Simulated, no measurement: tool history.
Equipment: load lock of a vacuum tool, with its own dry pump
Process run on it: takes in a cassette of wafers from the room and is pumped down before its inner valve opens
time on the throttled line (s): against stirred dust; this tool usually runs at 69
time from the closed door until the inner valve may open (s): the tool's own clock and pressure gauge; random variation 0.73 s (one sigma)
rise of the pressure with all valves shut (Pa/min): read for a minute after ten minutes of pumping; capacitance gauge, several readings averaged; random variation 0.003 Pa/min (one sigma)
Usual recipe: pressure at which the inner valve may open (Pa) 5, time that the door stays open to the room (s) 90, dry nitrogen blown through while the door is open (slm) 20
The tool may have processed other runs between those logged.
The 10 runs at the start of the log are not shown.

run    hour  time on the throttled line (s)  pressure at which the inner valve may open (Pa)  time that the door stays open to the room (s)  dry nitrogen blown through while the door is open (slm)  hours that the pump has run since its overhaul  times that the door has closed on its seal  incoming humidity of the room's air, %  time from the closed door until the inner valve may open (s)  rise of the pressure with all valves shut (Pa/min)
 11  1257.3                              69                                                5                                             38                                                       20                                            8933                                       37421                                    46.5                                                         116.7                                               0.174
 12  1407.6                              69                                                5                                             90                                                       20                                            9083                                       38171                                    40.1                                                         116.5                                               0.192
 13  1578.7                              37                                                5                                             90                                                       20                                            9254                                       39024                                    45.5                                                          89.6                                               0.206
 14  1733.9                              37                                                5                                             90                                                       20                                            9409                                       39798                                    43.1                                                          90.0                                               0.206
 15  1853.9                              37                                                5                                             90                                                       20                                            9529                                       40396                                    45.3                                                          89.4                                               0.211
 16  2008.0                              69                                                5                                             90                                                       20                                            9683                                       41164                                    44.0                                                         117.3                                               0.218
 17  2128.4                              51                                                5                                             90                                                       20                                            9804                                       41764                                    43.4                                                         101.1                                               0.214
 18  2223.3                              69                                                5                                             90                                                       20                                            9899                                       42238                                    43.4                                                         116.1                                               0.226
 19  2300.7                              69                                                5                                             79                                                       20                                            9976                                       42624                                    44.5                                                         116.4                                               0.220
 20  2415.6                             121                                                7                                             82                                                       34                                           10091                                       43197                                    41.1                                                         156.8                                               0.213
 21  2556.1                              69                                                4                                             90                                                       20                                           10231                                       43897                                    43.4                                                         117.9                                               0.229
 22  2721.4                              38                                                5                                             90                                                       20                                           10397                                       44721                                    43.4                                                          91.8                                               0.236
 23  2849.0                              54                                                5                                             90                                                       17                                           10524                                       45357                                    46.3                                                         104.5                                               0.247
 24  2956.9                              43                                                5                                             60                                                       17                                           10632                                       45896                                    45.4                                                          96.1                                               0.240
 25  3119.2                              69                                                5                                             87                                                       20                                           10794                                       46705                                    45.7                                                         116.7                                               0.256
 26  3248.4                              69                                                5                                             87                                                       20                                           10924                                       47349                                    43.6                                                         117.2                                               0.265
 27  3368.1                              38                                                9                                             29                                                        6                                           11043                                       47946                                    43.1                                                          87.7                                               0.250
 28  3453.8                              38                                                9                                             29                                                        6                                           11129                                       48373                                    49.0                                                          88.9                                               0.262
 29  3544.7                              48                                                7                                             94                                                        6                                           11220                                       48826                                    45.5                                                          98.2                                               0.297
 30  3644.6                              47                                                5                                            166                                                       27                                           11320                                       49325                                    42.3                                                         100.9                                               0.281
 31  3740.0                              35                                                4                                             38                                                       27                                           11415                                       49800                                    44.4                                                          91.4                                               0.258
 32  3815.1                              35                                                6                                             38                                                       27                                           11490                                       50175                                    43.5                                                          90.3                                               0.258
 33  3927.1                              38                                                5                                             39                                                       27                                           11602                                       50733                                    48.2                                                          92.4                                               0.261
 34  4054.5                              38                                                5                                             39                                                       27                                           11730                                       51368                                    41.5                                                          93.2                                               0.272
 35  4198.9                              78                                                4                                             87                                                       34                                           11874                                       52089                                    45.3                                                         126.6                                               0.282

Below are 4 alternative next runs, each starting from the tool's condition after run 35. Predict each:
  A  4274.0                              78                                                4                                             87                                                       34                                           11949                                       52463                                    39.6                                                             ?                                                   ?
  B  4274.0                              78                                                5                                             87                                                       34                                           11949                                       52463                                    43.9                                                             ?                                                   ?
  C  4274.0                              69                                                6                                            103                                                       20                                           11949                                       52463                                    44.2                                                             ?                                                   ?
  D  4274.0                              69                                                6                                             90                                                       20                                           11949                                       52463                                    46.2                                                             ?                                                   ?

run  time from the closed door until the inner valve may open (s)  rise of the pressure with all valves shut (Pa/min)
  A                                                         127.2                                               0.282
  B                                                         125.0                                               0.285
  C                                                         117.5                                               0.299
  D                                                         118.4                                               0.294
Without the tool's unlogged condition, the same runs would have read:
run  time from the closed door until the inner valve may open (s)  rise of the pressure with all valves shut (Pa/min)
  A                                                         119.7                                               0.033
  B                                                         117.8                                               0.038
  C                                                         110.3                                               0.051
  D                                                         111.1                                               0.047
